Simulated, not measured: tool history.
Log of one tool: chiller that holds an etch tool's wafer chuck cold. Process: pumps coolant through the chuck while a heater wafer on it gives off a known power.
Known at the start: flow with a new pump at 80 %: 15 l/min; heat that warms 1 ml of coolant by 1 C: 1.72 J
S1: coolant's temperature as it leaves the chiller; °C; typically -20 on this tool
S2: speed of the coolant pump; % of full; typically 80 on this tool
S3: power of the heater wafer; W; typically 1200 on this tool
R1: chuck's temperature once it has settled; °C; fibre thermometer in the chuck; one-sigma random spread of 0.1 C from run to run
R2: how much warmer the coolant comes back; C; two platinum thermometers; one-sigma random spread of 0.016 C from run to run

| run | day | S1 | S2 | S3 | R1 | R2 |
|---|---|---|---|---|---|---|
| 1 | 0.000 | -20 | 80 | 1200 | -7.3 | 2.85 |
| 2 | 1.042 | -20 | 80 | 1200 | -7.4 | 2.89 |
| 3 | 2.146 | -20 | 80 | 1200 | -7.4 | 2.82 |
| 4 | 3.008 | -20 | 80 | 1200 | -7.2 | 2.85 |
|  | 3.400 | coolant changed, channels flushed |
| 5 | 4.271 | -20 | 80 | 643 | -15.0 | 1.50 |
| 6 | 5.333 | -20 | 80 | 643 | -15.0 | 1.55 |
| 7 | 6.304 | -20 | 80 | 643 | -14.9 | 1.55 |
| 8 | 7.171 | -20 | 80 | 1648 | -5.6 | 3.94 |
| 9 | 8.033 | -20 | 80 | 1648 | -5.4 | 3.91 |
| 10 | 8.700 | -20 | 80 | 1200 | -9.7 | 2.85 |
| 11 | 9.646 | -20 | 80 | 1200 | -9.8 | 2.84 |
| 12 | 10.896 | -20 | 80 | 1200 | -9.7 | 2.87 |
| 13 | 11.754 | -20 | 80 | 1200 | -9.5 | 2.88 |
| 14 | 12.912 | -20 | 80 | 1200 | -9.7 | 2.86 |
| 15 | 13.858 | -20 | 80 | 1200 | -9.6 | 2.84 |
| 16 | 14.871 | -20 | 66 | 680 | -13.7 | 1.94 |
| 17 | 15.579 | -13 | 66 | 855 | -4.9 | 2.46 |
| 18 | 16.275 | -13 | 66 | 855 | -5.0 | 2.50 |
| 19 | 17.721 | -19 | 98 | 1039 | -11.2 | 2.06 |
| 20 | 18.433 | -21 | 69 | 690 | -15.0 | 1.88 |
| 21 | 19.396 | -25 | 80 | 1333 | -13.4 | 3.18 |
| 22 | 20.229 | -20 | 80 | 1678 | -5.0 | 4.00 |
| 23 | 21.417 | -20 | 80 | 1678 | -4.9 | 4.04 |
| 24 | 22.212 | -19 | 82 | 643 | -14.0 | 1.50 |
| 25 | 23.158 | -22 | 80 | 1175 | -11.6 | 2.79 |
| 26 | 24.388 | -22 | 80 | 1175 | -11.9 | 2.82 |
| 27 | 25.796 | -16 | 80 | 1114 | -6.4 | 2.66 |

4 options for the next run, each taken on its own from the tool as it stands now. Forecast them:
| A | 26.658 | -16 | 80 | 1408 | ? | ? |
| B | 26.658 | -17 | 100 | 1200 | ? | ? |
| C | 26.658 | -21 | 83 | 1200 | ? | ? |
| D | 26.658 | -16 | 84 | 1114 | ? | ? |

| run | R1 | R2 |
|---|---|---|
| A | -3.3 | 3.38 |
| B | -7.7 | 2.32 |
| C | -10.7 | 2.79 |
| D | -6.5 | 2.51 |
What these runs would have given with no unlogged condition in the tool:
| run | R1 | R2 |
|---|---|---|
| A | -3.1 | 3.28 |
| B | -7.3 | 2.25 |
| C | -10.3 | 2.71 |
| D | -6.0 | 2.43 |

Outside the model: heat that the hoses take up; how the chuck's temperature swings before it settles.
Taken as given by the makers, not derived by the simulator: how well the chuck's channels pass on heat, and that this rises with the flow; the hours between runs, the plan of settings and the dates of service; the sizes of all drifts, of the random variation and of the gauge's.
